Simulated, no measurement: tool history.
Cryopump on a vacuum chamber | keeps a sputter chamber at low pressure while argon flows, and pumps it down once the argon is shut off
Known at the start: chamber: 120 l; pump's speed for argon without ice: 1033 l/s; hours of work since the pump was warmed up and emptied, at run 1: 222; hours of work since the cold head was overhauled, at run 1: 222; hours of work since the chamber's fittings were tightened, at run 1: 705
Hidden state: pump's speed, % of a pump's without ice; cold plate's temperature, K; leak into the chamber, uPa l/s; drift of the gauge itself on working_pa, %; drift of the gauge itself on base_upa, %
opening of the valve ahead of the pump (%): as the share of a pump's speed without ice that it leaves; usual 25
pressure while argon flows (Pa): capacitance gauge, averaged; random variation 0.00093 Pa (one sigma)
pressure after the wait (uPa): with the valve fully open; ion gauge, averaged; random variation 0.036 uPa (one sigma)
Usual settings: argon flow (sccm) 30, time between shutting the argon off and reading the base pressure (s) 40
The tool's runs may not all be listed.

run   hour  argon flow (sccm)  time between shutting the argon off and reading the base pressure (s)  opening of the valve ahead of the pump (%)  hours of work since the pump was warmed up and emptied  hours of work since the cold head was overhauled  hours of work since the chamber's fittings were tightened  pressure while argon flows (Pa)  pressure after the wait (uPa)
  1      0                 30                                                                     40                                          25                                                     222                                               222                                                        705                           0.2108                           2.58
  2   13.1                 30                                                                     40                                          28                                                     227                                               227                                                        711                           0.1888                           2.57
  3   31.1                 30                                                                     40                                          28                                                     235                                               235                                                        719                           0.1889                           2.69
  4     44                 30                                                                     40                                          28                                                     240                                               240                                                        724                           0.1913                           2.71
  5   64.2                 30                                                                     40                                          28                                                     249                                               249                                                        732                           0.1898                           2.61
  6   79.7                 30                                                                     40                                          28                                                     255                                               255                                                        739                           0.1924                           2.67
  7  100.5                 30                                                                     40                                          25                                                     264                                               264                                                        748                           0.2131                            2.7
  8  114.4                 30                                                                    115                                          25                                                     270                                               270                                                        754                           0.2134                           1.47
  9  134.3                 30                                                                     89                                          25                                                     278                                               278                                                        762                           0.2155                           1.74
 10  151.7                 30                                                                     89                                          25                                                     286                                               286                                                        769                           0.2139                           1.69
 11  165.4                 30                                                                     89                                          25                                                     291                                               291                                                        775                           0.2145                           1.77
 12  186.7                 30                                                                     89                                          25                                                     300                                               300                                                        784                           0.2166                           1.76
 13  197.4                 30                                                                     89                                          25                                                     305                                               305                                                        788                           0.2154                           1.79
     208.3  -- pump warmed up, emptied and cooled again
 14  222.5                 30                                                                     89                                          25                                                       6                                               313                                                        797                           0.1966                           1.51
 15  238.3                 19                                                                     70                                          16                                                      13                                               320                                                        804                           0.1937                           1.74
 16  249.5                 13                                                                    274                                          58                                                      17                                               325                                                        808                           0.0375                           0.94
 17  267.6                 21                                                                    211                                          54                                                      25                                               332                                                        816                           0.0653                           1.05
 18  288.5                 21                                                                    211                                          54                                                      34                                               341                                                        825                           0.0658                            1.1
 19  299.2                 15                                                                     40                                          58                                                      38                                               346                                                        829                           0.0434                           2.49
 20  314.9                 15                                                                     40                                          58                                                      45                                               352                                                        836                           0.0445                           2.54

Forecast run 21:
 21  328.4                 18                                                                     38                                          43                                                      50                                               358                                                        841                                ?                              ?

Run 21 gave pressure while argon flows (Pa) 0.0701, pressure after the wait (uPa) 2.61.
Without the tool's hidden state the same run would have given pressure while argon flows (Pa) 0.0685, pressure after the wait (uPa) 2.13.
